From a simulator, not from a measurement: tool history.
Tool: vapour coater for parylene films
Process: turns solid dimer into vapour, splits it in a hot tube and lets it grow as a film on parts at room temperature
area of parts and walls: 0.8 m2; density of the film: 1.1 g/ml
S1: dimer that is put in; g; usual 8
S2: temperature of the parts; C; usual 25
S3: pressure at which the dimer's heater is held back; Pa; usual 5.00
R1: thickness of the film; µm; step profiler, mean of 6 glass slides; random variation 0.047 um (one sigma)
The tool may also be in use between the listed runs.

Run 1, hour 0.0: usual settings. Result: R1 6.39 µm.
Run 2, hour 57.9: usual settings. Result: R1 6.34 µm.
Run 3, hour 87.4: usual settings but S3 7.86 Pa. Result: R1 5.84 µm.
Run 4, hour 148.7: usual settings but S3 4.58 Pa. Result: R1 6.34 µm.
Run 5, hour 212.3: usual settings but S3 4.58 Pa. Result: R1 6.18 µm.
At hour 259.3: trap's valve overhauled.
Run 6, hour 259.3: usual settings but S2 18 C. Result: R1 8.14 µm.
Run 7, hour 315.4: usual settings but S2 18 C. Result: R1 7.92 µm.
Run 8, hour 383.5: usual settings but S2 18 C. Result: R1 7.84 µm.
At hour 408.3: trap's valve overhauled, once more.
Run 9, hour 444.8: usual settings but S2 18 C. Result: R1 8.85 µm.
Run 10, hour 490.4: usual settings. Result: R1 6.33 µm.
Run 11, hour 526.0: usual settings but S1 7 g. Result: R1 5.51 µm.
Run 12, hour 574.5: usual settings but S1 7 g. Result: R1 5.49 µm.
Run 13, hour 620.5: usual settings but S1 7 g. Result: R1 5.49 µm.
At hour 671.8: trap's valve overhauled.
Run 14, hour 680.8: usual settings but S1 9 g. Result: R1 7.36 µm.
Run 15, hour 745.2: usual settings but S2 20 C. Result: R1 7.98 µm.
Run 16, hour 809.4: usual settings but S2 20 C. Result: R1 7.94 µm.
At hour 848.4: table's thermometer calibrated.
Run 17, hour 855.3: usual settings but S2 20 C. Result: R1 7.56 µm.
Run 18, hour 910.1: usual settings but S2 20 C. Result: R1 7.50 µm.
At hour 936.6: trap's valve overhauled.
Run 19, hour 944.2: usual settings but S2 20 C. Result: R1 7.79 µm.
Run 20, hour 982.3: usual settings but S2 20 C. Result: R1 7.67 µm.
Run 21, hour 1013.5: usual settings but S2 20 C. Result: R1 7.77 µm.
Run 22, hour 1074.4: usual settings but S1 9 g. Result: R1 6.90 µm.
Run 23, hour 1143.0: usual settings but S1 7 g. Result: R1 5.24 µm.
At hour 1200.1: trap's valve overhauled.
Run 24, hour 1212.9: usual settings but S1 7 g. Result: R1 5.49 µm.
Run 25, hour 1273.4: usual settings but S1 7 g. Result: R1 5.41 µm.
Run 26, hour 1326.4: usual settings but S1 7 g, S2 23 C. Result: R1 6.00 µm.
Run 27, hour 1386.7: usual settings but S1 7 g, S2 18 C. Result: R1 7.29 µm.
Run 28, hour 1443.8: usual settings but S2 22 C, S3 3.50 Pa. Result: R1 7.41 µm.
At hour 1468.2: trap's valve overhauled.
Run 29, hour 1505.7: usual settings but S3 4.97 Pa. Result: R1 6.35 µm.
Run 30, hour 1574.1: usual settings but S1 4 g, S2 24 C. Result: R1 3.18 µm.
Run 31, hour 1625.6: usual settings but S2 24 C. Result: R1 6.47 µm.
Run 32, hour 1662.3: usual settings but S1 4 g, S2 20 C, S3 4.08 Pa. Result: R1 3.95 µm.
At hour 1732.3: trap's valve overhauled.
Run 33, hour 1734.5: usual settings but S1 5 g, S2 19 C, S3 5.31 Pa. Result: R1 5.12 µm.
Run 34, hour 1803.0: usual settings but S1 5 g, S2 19 C, S3 5.31 Pa. Result: R1 4.96 µm.
Run 35, hour 1855.0: usual settings but S1 6 g, S2 36 C, S3 5.93 Pa. Result: R1 2.72 µm.
Run 36, hour 1909.7: usual settings but S1 10 g, S2 17 C, S3 6.39 Pa. Result: R1 10.35 µm.
Run 37, hour 1937.9: usual settings but S1 10 g, S2 17 C, S3 6.39 Pa. Result: R1 10.24 µm.
Run 38, hour 1981.1: usual settings but S1 5 g, S3 2.51 Pa. Result: R1 4.30 µm.
At hour 1996.3: trap's valve overhauled.
Run 39, hour 2028.5: usual settings but S1 6 g, S2 29 C, S3 3.26 Pa. Result: R1 4.37 µm.
Run 40, hour 2071.6: usual settings but S1 6 g, S2 29 C, S3 3.26 Pa. Result: R1 4.34 µm.
Run 41, hour 2121.9: usual settings but S1 6 g, S2 29 C, S3 3.26 Pa. Result: R1 4.27 µm.
Run 42, hour 2188.3: usual settings but S2 19 C. Result: R1 7.96 µm.
Run 43, hour 2254.3: usual settings but S2 19 C. Result: R1 7.92 µm.
At hour 2262.8: trap's valve overhauled.
Run 44, hour 2310.7: usual settings but S2 19 C. Result: R1 8.17 µm.
Run 45, hour 2357.9: usual settings but S2 19 C. Result: R1 8.19 µm.
Run 46, hour 2410.4: usual settings but S2 36 C, S3 4.03 Pa. Result: R1 4.02 µm.

Measured less the same run without the tool's hidden state. The same run-to-run variation is in both; the gauge's scatter may not be:
The hidden state here: vapour lost through the trap's worn valve, %; true temperature of the parts over the reading, C; drift of the gauge itself on film_um, %.
run     R1
  1  +0.11
  2  +0.04
  3  +0.02
  4  -0.06
  5  -0.13
  6  -0.54
  7  -0.62
  8  -0.72
  9  +0.18
 10  +0.07
 11  +0.04
 12  -0.01
 13  -0.05
 14  +0.22
 15  +0.15
 16  +0.07
 17  -0.29
 18  -0.36
 19  -0.07
 20  -0.12
 21  -0.15
 22  -0.21
 23  -0.23
 24  -0.02
 25  -0.07
 26  -0.13
 27  -0.24
 28  -0.32
 29  -0.01
 30  -0.05
 31  -0.15
 32  -0.12
 33  +0.00
 34  -0.07
 35  -0.06
 36  -0.34
 37  -0.39
 38  -0.20
 39  +0.02
 40  -0.02
 41  -0.06
 42  -0.20
 43  -0.31
 44  +0.03
 45  -0.03
 46  -0.05
